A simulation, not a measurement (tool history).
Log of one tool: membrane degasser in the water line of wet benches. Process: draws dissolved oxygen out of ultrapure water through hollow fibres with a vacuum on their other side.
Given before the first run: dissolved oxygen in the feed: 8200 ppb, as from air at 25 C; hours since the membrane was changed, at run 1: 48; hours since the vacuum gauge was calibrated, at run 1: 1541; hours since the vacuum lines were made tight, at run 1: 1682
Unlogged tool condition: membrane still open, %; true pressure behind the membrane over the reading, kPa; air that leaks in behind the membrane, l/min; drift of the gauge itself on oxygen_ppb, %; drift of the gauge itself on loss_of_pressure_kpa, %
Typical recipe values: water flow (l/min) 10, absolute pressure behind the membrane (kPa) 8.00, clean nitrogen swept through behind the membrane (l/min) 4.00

run	hour	water flow (l/min)	absolute pressure behind the membrane (kPa)	clean nitrogen swept through behind the membrane (l/min)	hours since the membrane was changed	hours since the vacuum gauge was calibrated	hours since the vacuum lines were made tight	dissolved oxygen in the water behind the degasser (ppb)	pressure that the water loses in the fibres (kPa)
1	0.0	10	8.00	4.00	48	1541	1682	39.0	58.76
2	30.7	10	8.00	4.00	78	1572	1713	38.4	58.97
3	69.5	10	8.00	4.00	117	1611	1752	38.3	58.57
4	111.1	10	8.00	4.00	159	1652	1793	38.9	58.77
5	154.7	10	8.00	4.00	202	1696	1837	39.4	59.06
6	193.0	6	8.00	4.00	241	1734	1875	19.0	35.46
7	220.5	10	7.86	4.00	268	1762	1903	37.9	58.75
8	268.6	10	7.86	6.47	316	1810	1951	27.4	58.70
9	307.5	10	8.00	4.00	355	1849	1990	39.6	59.13
10	345.5	10	8.00	4.00	393	1887	2028	39.6	59.11
11	371.1	10	8.00	4.00	419	1912	2053	39.1	59.14
12	412.1	10	8.00	4.00	460	1953	2094	39.2	58.96
13	439.5	8	8.00	4.00	487	1981	2122	27.1	47.38
14	472.0	8	8.00	4.00	520	2013	2154	26.8	47.40
15	512.0	8	8.00	4.00	560	2053	2194	25.9	47.80
16	553.2	10	8.29	4.00	601	2094	2235	41.2	59.07
17	587.7	6	8.29	11.95	635	2129	2270	7.0	35.71
18	626.4	6	8.29	11.95	674	2168	2308	7.1	35.67
19	677.4	7	10.30	3.37	725	2219	2359	38.0	41.83
20	726.1	10	8.00	3.09	774	2267	2408	46.8	59.86
21	759.0	6	8.00	2.61	807	2300	2441	27.6	35.30
22	810.2	9	8.00	4.00	858	2351	2492	32.4	53.61
23	842.9	12	6.72	8.91	891	2384	2525	34.3	72.17
24	882.6	12	6.72	8.91	930	2424	2565	34.4	72.42
25	905.9	12	6.72	8.91	954	2447	2588	34.1	71.81
# hour 919.1: gauge calibrated
26	931.4	12	6.72	8.91	979	2473	2613	34.0	70.18
27	980.5	12	6.72	8.91	1028	2522	2663	33.8	70.62
28	1004.5	10	13.54	7.46	1052	2546	2687	43.4	58.44
29	1048.3	14	14.48	2.63	1096	2590	2730	185.9	82.11
30	1091.4	10	14.48	2.63	1139	2633	2773	114.0	58.92
31	1137.2	10	17.12	7.84	1185	2678	2819	54.0	58.96

Consider 5 possible next runs. They are alternatives, not a sequence: every one starts from the tool as it was left by run 31. What does each give?
A	1167.6	8	11.16	4.00	1215	2709	2850	?	?
B	1167.6	7	9.89	4.00	1215	2709	2850	?	?
C	1167.6	10	11.76	7.84	1215	2709	2850	?	?
D	1167.6	10	8.00	3.09	1215	2709	2850	?	?
E	1167.6	7	12.19	4.31	1215	2709	2850	?	?

run	dissolved oxygen in the water behind the degasser (ppb)	pressure that the water loses in the fibres (kPa)
A	41.4	46.84
B	30.6	41.47
C	37.0	59.04
D	47.7	59.34
E	37.2	41.30
With the hidden condition removed and each run's random variation left untouched, the same runs would have given:
run	dissolved oxygen in the water behind the degasser (ppb)	pressure that the water loses in the fibres (kPa)
A	41.3	46.53
B	30.5	41.20
C	36.9	58.65
D	47.6	58.95
E	37.1	41.03
